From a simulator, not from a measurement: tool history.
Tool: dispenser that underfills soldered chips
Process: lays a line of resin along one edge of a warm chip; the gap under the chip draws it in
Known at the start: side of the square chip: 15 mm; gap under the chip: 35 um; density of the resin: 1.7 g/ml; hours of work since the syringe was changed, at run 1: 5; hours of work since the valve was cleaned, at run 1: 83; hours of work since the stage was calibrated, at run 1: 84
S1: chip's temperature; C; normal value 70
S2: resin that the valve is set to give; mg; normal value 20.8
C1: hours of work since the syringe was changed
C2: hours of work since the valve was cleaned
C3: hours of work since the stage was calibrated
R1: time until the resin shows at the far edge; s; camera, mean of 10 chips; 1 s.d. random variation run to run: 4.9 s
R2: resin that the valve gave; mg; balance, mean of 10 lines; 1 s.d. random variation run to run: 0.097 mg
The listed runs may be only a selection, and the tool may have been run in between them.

run   hour  S1    S2  C1   C2   C3     R1     R2
  1      0  70  20.8   5   83   84  642.7  19.79
  2    2.9  70  20.8   7   85   86  699.5  19.85
       4.2  -- new syringe of resin
  3    7.7  70  18.1   3   89   90  588.3  17.25
  4   10.3  73  18.1   5   91   92  579.7  17.34
  5   14.2  73  18.1   8   94   95  668.1  17.09
      14.9  -- new syringe of resin
  6   18.3  70  25.4   3   97   98  553.6  24.05
  7   21.9  70  25.4   5   99  101  641.3  23.87
  8     25  70  25.4   8  102  103  708.7  23.97
      25.8  -- new syringe of resin
  9   28.8  70  25.4   2  104  106  548.7  23.88
 10   33.2  70  25.4   6  108  109  650.6  24.11
      35.9  -- dispensing valve cleaned and set on the balance
      37.4  -- new syringe of resin
 11   39.2  64  20.8   1    2  113  692.3  20.88
 12     42  64  20.8   4    4  115  767.6  20.77
 13   45.5  64  20.8   6    7  118  870.3  20.78
      48.2  -- new syringe of resin
 14   48.9  64  20.8   1   10  120  665.8  20.79
 15     51  70  24.1   2   11  122  559.7  24.14
 16   53.4  65  24.1   4   13  124  744.8  24.12
 17   58.1  70  20.8   8   17  127  716.8  20.52
      58.8  -- new syringe of resin
 18   63.1  78  20.8   3   20  131  420.2   20.7
 19   66.1  70  25.9   6   23  133  645.5  25.65
      69.4  -- new syringe of resin
 20   71.4  70  25.9   2   27  137  532.7  25.69
 21   73.4  77  26.8   3   28  139  433.9  26.31
 22   78.2  77  26.8   7   32  142  512.6  26.37
        80  -- new syringe of resin
 23   81.7  60    24   1   34  145  809.8  23.54
 24   85.8  60    24   5   38  148    932  23.51
      90.8  -- new syringe of resin
 25   90.8  70    24   0   41  152  494.6  23.35
 26   93.6  70    24   2   44  154  554.3  23.36
 27   97.9  84  22.3   6   47  157  385.4  21.64
     101.3  -- new syringe of resin
 28  102.3  66  25.4   1   50  161  607.3   24.6
 29  104.7  75  19.9   3   52  162  465.2   19.3
 30  106.7  62  19.9   4   53  164  848.2  19.19
 31    109  62  19.9   6   55  166  927.7  19.25
     111.9  -- new syringe of resin
 32  111.9  62  19.9   0   57  168  721.1  19.31
 33  113.9  64  25.9   2   59  169  708.7   25.1
 34  116.4  70  20.3   3   61  171  612.7  19.83
 35  120.3  68  19.3   7   64  174  772.3  18.68

Here are 4 independent what-if runs from the current tool condition. What would each one return?
     122.7  -- new syringe of resin
  A  125.3  81  19.3   2  67  178   ?   ?
     122.7  -- new syringe of resin
  B  125.3  72  25.4   2  67  178   ?   ?
     122.7  -- new syringe of resin
  C  125.3  63  20.8   2  67  178   ?   ?
     122.7  -- new syringe of resin
  D  125.3  70  26.3   2  67  178   ?   ?

run     R1     R2
  A  377.8   18.8
  B  500.6   24.5
  C  743.7  20.06
  D  558.8  25.37
With no hidden state in the tool, these same runs would have given:
run     R1     R2
  A    328  19.49
  B  436.2   25.4
  C  644.2  20.81
  D  486.8   26.3

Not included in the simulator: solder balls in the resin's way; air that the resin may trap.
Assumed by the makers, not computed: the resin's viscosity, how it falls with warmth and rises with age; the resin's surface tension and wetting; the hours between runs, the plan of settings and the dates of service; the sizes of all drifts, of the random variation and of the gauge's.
